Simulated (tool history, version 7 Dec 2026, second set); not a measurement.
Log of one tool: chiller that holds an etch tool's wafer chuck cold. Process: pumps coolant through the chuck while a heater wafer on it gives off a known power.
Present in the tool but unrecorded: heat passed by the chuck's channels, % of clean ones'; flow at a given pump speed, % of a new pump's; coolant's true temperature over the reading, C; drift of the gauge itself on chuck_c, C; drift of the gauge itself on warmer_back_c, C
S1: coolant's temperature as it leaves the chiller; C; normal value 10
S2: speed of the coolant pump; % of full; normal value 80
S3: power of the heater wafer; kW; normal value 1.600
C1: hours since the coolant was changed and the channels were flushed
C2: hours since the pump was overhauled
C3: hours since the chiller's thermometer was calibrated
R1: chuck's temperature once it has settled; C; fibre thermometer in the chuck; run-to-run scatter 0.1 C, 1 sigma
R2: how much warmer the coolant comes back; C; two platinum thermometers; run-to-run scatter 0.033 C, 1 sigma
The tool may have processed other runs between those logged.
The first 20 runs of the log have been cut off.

run 21 day=21.642 | S1=10 S2=73 S3=0.942 | C1=5179 C2=1137 C3=225 | R1=17.3 R2=2.94
run 22 day=22.367 | S1=8 S2=94 S3=1.679 | C1=5196 C2=1154 C3=242 | R1=18.6 R2=3.98
run 23 day=23.346 | S1=10 S2=80 S3=1.213 | C1=5219 C2=1178 C3=266 | R1=18.8 R2=3.43
run 24 day=24.338 | S1=16 S2=80 S3=1.882 | C1=5243 C2=1201 C3=290 | R1=29.6 R2=5.38
run 25 day=25.617 | S1=7 S2=64 S3=2.360 | C1=5274 C2=1232 C3=320 | R1=27.5 R2=8.63
run 26 day=27.050 | S1=7 S2=64 S3=2.360 | C1=5308 C2=1266 C3=355 | R1=27.3 R2=8.58
run 27 day=27.975 | S1=4 S2=80 S3=0.861 | C1=5331 C2=1289 C3=377 | R1=10.2 R2=2.46
run 28 day=29.267 | S1=10 S2=64 S3=0.874 | C1=5362 C2=1320 C3=408 | R1=17.7 R2=3.19
run 29 day=30.125 | S1=14 S2=70 S3=1.245 | C1=5382 C2=1340 C3=429 | R1=24.3 R2=4.16
run 30 day=31.242 | S1=2 S2=60 S3=1.074 | C1=5409 C2=1367 C3=455 | R1=11.9 R2=4.20
run 31 day=31.842 | S1=11 S2=83 S3=1.573 | C1=5423 C2=1382 C3=470 | R1=22.1 R2=4.30
run 32 day=33.279 | S1=18 S2=79 S3=0.909 | C1=5458 C2=1416 C3=504 | R1=24.8 R2=2.69
run 33 day=34.508 | S1=18 S2=79 S3=0.909 | C1=5487 C2=1445 C3=534 | R1=24.7 R2=2.66

3 ways to go on from here, each from the tool as it stands after run 33. What would each give?
run A day=35.650 | S1=18 S2=67 S3=0.909 | C1=5515 C2=1473 C3=561 | R1=? R2=?
run B day=35.650 | S1=18 S2=79 S3=1.635 | C1=5515 C2=1473 C3=561 | R1=? R2=?
run C day=35.650 | S1=18 S2=85 S3=0.909 | C1=5515 C2=1473 C3=561 | R1=? R2=?

run=A R1=25.8 R2=3.16
run=B R1=30.1 R2=4.77
run=C R1=24.4 R2=2.44
Stripped of hidden state, with their random variation kept, the same runs would have yielded:
run=A R1=25.0 R2=3.07
run=B R1=28.9 R2=4.65
run=C R1=23.8 R2=2.38

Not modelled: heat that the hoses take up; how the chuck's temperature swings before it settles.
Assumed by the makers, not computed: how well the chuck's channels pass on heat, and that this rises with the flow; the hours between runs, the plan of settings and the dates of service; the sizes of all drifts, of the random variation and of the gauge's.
